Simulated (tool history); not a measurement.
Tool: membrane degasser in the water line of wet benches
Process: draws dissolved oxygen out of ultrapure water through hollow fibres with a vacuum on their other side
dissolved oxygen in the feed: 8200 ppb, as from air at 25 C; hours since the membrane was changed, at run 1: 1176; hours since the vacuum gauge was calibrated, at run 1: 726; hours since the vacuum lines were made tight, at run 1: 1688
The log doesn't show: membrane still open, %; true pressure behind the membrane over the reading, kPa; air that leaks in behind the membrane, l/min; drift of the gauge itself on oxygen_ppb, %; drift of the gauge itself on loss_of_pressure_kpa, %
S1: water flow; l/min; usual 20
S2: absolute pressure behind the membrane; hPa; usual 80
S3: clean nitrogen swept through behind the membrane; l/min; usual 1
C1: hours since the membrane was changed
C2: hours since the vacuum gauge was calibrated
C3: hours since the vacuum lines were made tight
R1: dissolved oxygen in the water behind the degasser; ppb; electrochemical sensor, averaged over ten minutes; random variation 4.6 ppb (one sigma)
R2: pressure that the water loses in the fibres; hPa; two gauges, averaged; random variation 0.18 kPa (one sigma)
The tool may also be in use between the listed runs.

{"run": 1, "hour": 0.0, "S1": 20, "S2": 80, "S3": 1, "C1": 1176, "C2": 726, "C3": 1688, "R1": 460.5, "R2": 332.2}
{"run": 2, "hour": 68.2, "S1": 12, "S2": 80, "S3": 1, "C1": 1244, "C2": 794, "C3": 1756, "R1": 227.6, "R2": 201.2}
{"run": 3, "hour": 119.4, "S1": 12, "S2": 80, "S3": 1, "C1": 1295, "C2": 846, "C3": 1808, "R1": 230.2, "R2": 197.6}
{"run": 4, "hour": 175.7, "S1": 12, "S2": 80, "S3": 1, "C1": 1351, "C2": 902, "C3": 1864, "R1": 228.2, "R2": 201.3}
{"run": 5, "hour": 236.1, "S1": 20, "S2": 80, "S3": 1, "C1": 1412, "C2": 962, "C3": 1924, "R1": 455.5, "R2": 337}
{"run": 6, "hour": 284.4, "S1": 12, "S2": 112.6, "S3": 0.49, "C1": 1460, "C2": 1011, "C3": 1973, "R1": 509.9, "R2": 197.5}
{"run": 7, "hour": 341.0, "S1": 30, "S2": 140.2, "S3": 2.24, "C1": 1517, "C2": 1067, "C3": 2029, "R1": 796.1, "R2": 501.9}
{"run": 8, "hour": 391.9, "S1": 30, "S2": 140.2, "S3": 2.24, "C1": 1568, "C2": 1118, "C3": 2080, "R1": 785.9, "R2": 506.5}
{"run": 9, "hour": 442.9, "S1": 30, "S2": 140.2, "S3": 2.24, "C1": 1619, "C2": 1169, "C3": 2131, "R1": 789.9, "R2": 504.4}
{"run": 10, "hour": 507.6, "S1": 30, "S2": 140.2, "S3": 2.24, "C1": 1683, "C2": 1234, "C3": 2196, "R1": 787.2, "R2": 499.9}

Forecast each of these 4 alternatives for the next run:
{"run": "A", "hour": 568.4, "S1": 13, "S2": 192.7, "S3": 1.63, "C1": 1744, "C2": 1295, "C3": 2256, "R1": "?", "R2": "?"}
{"run": "B", "hour": 568.4, "S1": 21, "S2": 80, "S3": 1, "C1": 1744, "C2": 1295, "C3": 2256, "R1": "?", "R2": "?"}
{"run": "C", "hour": 568.4, "S1": 19, "S2": 128.4, "S3": 2.24, "C1": 1744, "C2": 1295, "C3": 2256, "R1": "?", "R2": "?"}
{"run": "D", "hour": 568.4, "S1": 25, "S2": 140.2, "S3": 0.49, "C1": 1744, "C2": 1295, "C3": 2256, "R1": "?", "R2": "?"}

run=A R1=402.4 R2=219.9
run=B R1=489.3 R2=355.6
run=C R1=422.3 R2=318.6
run=D R1=1239.2 R2=418.6
Without the tool's hidden state the same runs would have given:
run=A R1=402 R2=217.9
run=B R1=488.8 R2=352.3
run=C R1=421.9 R2=315.6
run=D R1=1238.7 R2=414.6
